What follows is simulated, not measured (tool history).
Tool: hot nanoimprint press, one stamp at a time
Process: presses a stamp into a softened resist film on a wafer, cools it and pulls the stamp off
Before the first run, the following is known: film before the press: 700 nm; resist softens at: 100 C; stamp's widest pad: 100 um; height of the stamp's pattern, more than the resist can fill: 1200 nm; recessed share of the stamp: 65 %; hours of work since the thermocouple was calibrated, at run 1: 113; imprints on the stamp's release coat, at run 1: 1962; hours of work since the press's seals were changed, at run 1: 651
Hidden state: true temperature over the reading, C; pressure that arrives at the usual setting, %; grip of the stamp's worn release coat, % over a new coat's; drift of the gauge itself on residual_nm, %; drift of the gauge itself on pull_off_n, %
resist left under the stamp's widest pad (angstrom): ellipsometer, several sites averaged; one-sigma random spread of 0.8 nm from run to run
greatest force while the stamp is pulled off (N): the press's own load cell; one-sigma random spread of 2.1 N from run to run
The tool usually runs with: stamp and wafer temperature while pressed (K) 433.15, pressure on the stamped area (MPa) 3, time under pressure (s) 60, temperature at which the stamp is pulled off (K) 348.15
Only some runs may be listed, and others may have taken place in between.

run	hour	stamp and wafer temperature while pressed (K)	pressure on the stamped area (MPa)	time under pressure (s)	temperature at which the stamp is pulled off (K)	hours of work since the thermocouple was calibrated	imprints on the stamp's release coat	hours of work since the press's seals were changed	resist left under the stamp's widest pad (angstrom)	greatest force while the stamp is pulled off (N)
1	0	433.15	3	60	348.15	113	1962	651	3860	164
2	48.7	433.15	3	60	348.15	138	2043	676	3859	168
3	107.8	433.15	3	60	348.15	168	2141	707	3829	168
# hour 121.5: press's hydraulic seals changed and the load cell set to zero
4	166.4	433.15	3	60	348.15	194	2225	23	3795	169
5	207.3	433.15	3	60	352.15	215	2293	44	3793	151
# hour 250.2: stamp cleaned and given a new release coat
6	256	433.15	3	60	348.15	236	10	66	3797	129
7	289.2	433.15	3	60	348.15	253	65	83	3795	131
8	323.5	433.15	3	60	348.15	271	122	100	3796	131
9	369.1	433.15	3	60	335.15	294	198	123	3790	173
10	401.9	433.15	3	60	335.15	311	253	140	3780	176
11	465.7	433.15	3	60	347.15	343	359	173	3759	137
12	521.1	433.15	3	60	347.15	372	451	201	3770	144
13	571.7	433.15	3	60	347.15	398	535	227	3766	141
14	636.4	433.15	3	60	347.15	431	642	260	3762	139
15	685.8	433.15	3.27	60	347.15	456	724	285	3627	139
# hour 731.5: plate thermocouple calibrated
16	742.4	433.15	4.16	60	348.15	6	813	312	3413	145
17	787.8	433.15	4.16	60	348.15	29	889	335	3409	147
18	819.5	433.15	3	57	338.15	45	941	352	3921	180
19	866.9	433.15	3.11	80	348.15	69	1020	376	3424	150
20	907.3	429.15	4.72	36	338.15	90	1087	397	4332	181
21	966.7	433.15	3.41	43	336.15	120	1186	427	4091	192
22	1020.6	427.15	3.1	70	340.15	148	1276	454	4281	177
23	1073.1	427.15	3.1	70	340.15	174	1363	481	4265	181
24	1125.6	421.15	3	105	348.15	201	1450	508	4536	155
25	1161.7	431.15	4.12	60	348.15	220	1510	526	3598	154
26	1192.2	431.15	4.12	58	348.15	235	1561	542	3628	154
27	1233.8	431.15	4.12	90	350.15	256	1630	563	3093	150
28	1275.5	431.15	2.17	75	342.15	278	1699	584	4185	185
29	1328.2	431.15	2.17	35	347.15	305	1787	611	5128	166
30	1380.4	431.15	4.05	34	334.15	331	1873	638	4331	223

Measured minus without-hidden-state, run by run (identical run-to-run variation in each term; gauge scatter may differ):
run	resist left under the stamp's widest pad (angstrom)	greatest force while the stamp is pulled off (N)
1	+38	+36
2	+33	+38
3	+27	+39
4	-20	+40
5	-25	+36
6	-30	-1
7	-34	+0
8	-37	+0
9	-43	+3
10	-47	+5
11	-53	+5
12	-59	+6
13	-64	+7
14	-71	+9
15	-73	+10
16	+52	+15
17	+48	+17
18	+35	+21
19	+29	+19
20	+47	+24
21	+24	+27
22	+11	+26
23	+5	+29
24	-6	+26
25	+15	+26
26	+12	+26
27	+8	+26
28	-31	+34
29	-33	+32
30	-7	+44
